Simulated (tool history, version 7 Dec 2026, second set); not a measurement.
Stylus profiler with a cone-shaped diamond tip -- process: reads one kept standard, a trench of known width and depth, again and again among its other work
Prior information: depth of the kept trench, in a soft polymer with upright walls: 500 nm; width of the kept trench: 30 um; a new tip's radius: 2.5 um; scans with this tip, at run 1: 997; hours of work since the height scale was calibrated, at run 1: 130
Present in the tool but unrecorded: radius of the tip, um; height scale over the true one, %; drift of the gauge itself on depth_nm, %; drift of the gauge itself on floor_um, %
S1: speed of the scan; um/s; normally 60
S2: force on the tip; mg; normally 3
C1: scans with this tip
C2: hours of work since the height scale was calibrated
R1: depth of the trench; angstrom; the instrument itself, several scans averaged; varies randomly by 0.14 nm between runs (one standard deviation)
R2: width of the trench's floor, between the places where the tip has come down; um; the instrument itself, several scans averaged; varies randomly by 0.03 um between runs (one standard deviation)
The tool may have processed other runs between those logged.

run	hour	S1	S2	C1	C2	R1	R2
1	0	60	3	997	130	5076.2	26.63
2	23.4	60	1.73	1115	145	5053.5	26.58
3	44.7	54	3	1223	159	5076.4	26.7
4	81.3	37	3	1407	183	5077.7	26.81
5	106.5	37	3	1534	200	5074.1	26.75
6	143.5	37	3	1720	224	5076.4	26.84
7	170.2	37	3.39	1854	241	5083.3	26.81
8	195.1	95	3.39	1980	258	5084.8	26.49
9	212.3	44	3.39	2067	269	5082.7	26.73
10	234.9	44	3.39	2180	284	5082.1	26.75
11	252.5	44	3.39	2269	295	5079.7	26.75
12	290.7	60	3	2461	320	5076.5	26.64
13	310	60	3	2558	333	5073.1	26.68
14	349.4	60	5.07	2757	359	5108.3	26.68
15	370.8	205	3	2865	373	5074.1	25.84
16	408.7	93	3	3056	398	5077	26.49
17	435.4	93	3	3190	415	5076.8	26.49
18	452.7	93	3	3277	426	5077.1	26.49
19	487.7	60	3	3453	449	5078.6	26.67
20	521.7	60	3	3625	472	5077.7	26.68
21	544.3	63	6.39	3738	486	5125.6	26.75
22	568	63	6.39	3858	502	5123.7	26.78
23	590.8	48	1.49	3972	517	5048.9	26.59
24	616.9	48	5.85	4104	534	5119.7	26.8
25	635.5	48	5.85	4197	546	5121.6	26.86
26	664.8	48	5.85	4345	565	5118.6	26.8
27	687.5	51	5.46	4459	580	5115.5	26.76
28	722.7	51	5.46	4637	603	5113.8	26.82
29	760.4	24	2.99	4827	628	5075.1	26.88
30	789.7	24	2.99	4974	647	5076.4	26.88
31	829.1	31	1.8	5172	673	5053.7	26.76
32	850.1	23	3.24	5278	687	5077	26.86
33	887.4	23	2.37	5466	711	5064.2	26.84
34	911.7	39	1.5	5588	727	5047.1	26.67
35	934.9	39	1.5	5705	742	5048.3	26.68
36	975	51	3.88	5907	769	5088.9	26.72
37	1004.8	51	3.88	6057	788	5089.4	26.74
38	1036.5	34	2	6217	809	5056.9	26.76
39	1056.4	34	2	6317	822	5059.8	26.77

Branching from run 39: 3 alternative next runs. What would each branch give?
A	1088.6	92	6.12	6479	843	?	?
B	1088.6	75	6.43	6479	843	?	?
C	1088.6	192	5.95	6479	843	?	?

run	R1	R2
A	5124.6	26.69
B	5125.2	26.72
C	5119.6	26.22
What these runs would have given with no unlogged condition in the tool:
run	R1	R2
A	5124.7	26.71
B	5125.3	26.73
C	5119.7	26.24

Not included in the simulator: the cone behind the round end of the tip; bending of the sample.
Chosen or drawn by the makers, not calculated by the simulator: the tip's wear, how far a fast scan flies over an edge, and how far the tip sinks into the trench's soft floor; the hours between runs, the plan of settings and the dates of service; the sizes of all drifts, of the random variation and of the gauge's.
